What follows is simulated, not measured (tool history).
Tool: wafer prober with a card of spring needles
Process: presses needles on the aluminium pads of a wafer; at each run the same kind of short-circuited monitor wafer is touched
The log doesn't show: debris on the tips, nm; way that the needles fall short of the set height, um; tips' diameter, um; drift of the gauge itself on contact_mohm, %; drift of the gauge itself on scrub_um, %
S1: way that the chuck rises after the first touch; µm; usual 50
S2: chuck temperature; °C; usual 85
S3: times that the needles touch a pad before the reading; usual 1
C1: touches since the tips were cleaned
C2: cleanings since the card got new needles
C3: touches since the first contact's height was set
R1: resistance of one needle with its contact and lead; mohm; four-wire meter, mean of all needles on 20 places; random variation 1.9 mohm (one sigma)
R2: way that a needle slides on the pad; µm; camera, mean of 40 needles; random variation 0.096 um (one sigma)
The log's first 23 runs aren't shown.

| run | day | S1 | S2 | S3 | C1 | C2 | C3 | R1 | R2 |
|---|---|---|---|---|---|---|---|---|---|
|  | 23.929 | tips cleaned on abrasive film |
| 24 | 24.642 | 41 | 74 | 1 | 3607 | 27 | 11165 | 270 | 10.59 |
|  | 25.117 | tips cleaned on abrasive film |
| 25 | 25.529 | 37 | 74 | 2 | 2103 | 28 | 15662 | 245 | 9.73 |
|  | 26.225 | tips cleaned on abrasive film |
| 26 | 26.225 | 58 | 74 | 3 | 0 | 29 | 19180 | 203 | 15.55 |
| 27 | 27.058 | 38 | 61 | 3 | 4231 | 29 | 23411 | 238 | 9.79 |
|  | 27.35 | tips cleaned on abrasive film |
| 28 | 27.867 | 38 | 28 | 3 | 2625 | 30 | 27495 | 223 | 9.93 |
|  | 28.512 | tips cleaned on abrasive film |
|  | 28.638 | height of the first contact set anew, once more |
| 29 | 29.196 | 38 | 28 | 3 | 3408 | 31 | 2832 | 222 | 10.63 |
|  | 29.658 | tips cleaned on abrasive film |
| 30 | 30.458 | 42 | 49 | 2 | 4062 | 32 | 9225 | 237 | 11.52 |
|  | 30.829 | tips cleaned on abrasive film |
| 31 | 31.088 | 42 | 49 | 2 | 1317 | 33 | 12398 | 221 | 11.6 |
| 32 | 31.862 | 42 | 49 | 1 | 5254 | 33 | 16335 | 272 | 11.6 |

4 ways to go on from here, each from the tool as it stands after run 32. What would each give?
|  | 31.975 | tips cleaned on abrasive film |
| A | 32.942 | 42 | 49 | 2 | 4926 | 34 | 21804 | ? | ? |
|  | 31.975 | tips cleaned on abrasive film |
| B | 32.942 | 33 | 118 | 1 | 4926 | 34 | 21804 | ? | ? |
|  | 31.975 | tips cleaned on abrasive film |
| C | 32.942 | 65 | 29 | 3 | 4926 | 34 | 21804 | ? | ? |
|  | 31.975 | tips cleaned on abrasive film |
| D | 32.942 | 50 | 85 | 3 | 4926 | 34 | 21804 | ? | ? |

| run | R1 | R2 |
|---|---|---|
| A | 240 | 11.59 |
| B | 314 | 9.22 |
| C | 203 | 17.9 |
| D | 224 | 13.85 |
Without the tool's hidden state the same runs would have given:
| run | R1 | R2 |
|---|---|---|
| A | 198 | 11.64 |
| B | 218 | 9.26 |
| C | 190 | 17.95 |
| D | 205 | 13.89 |
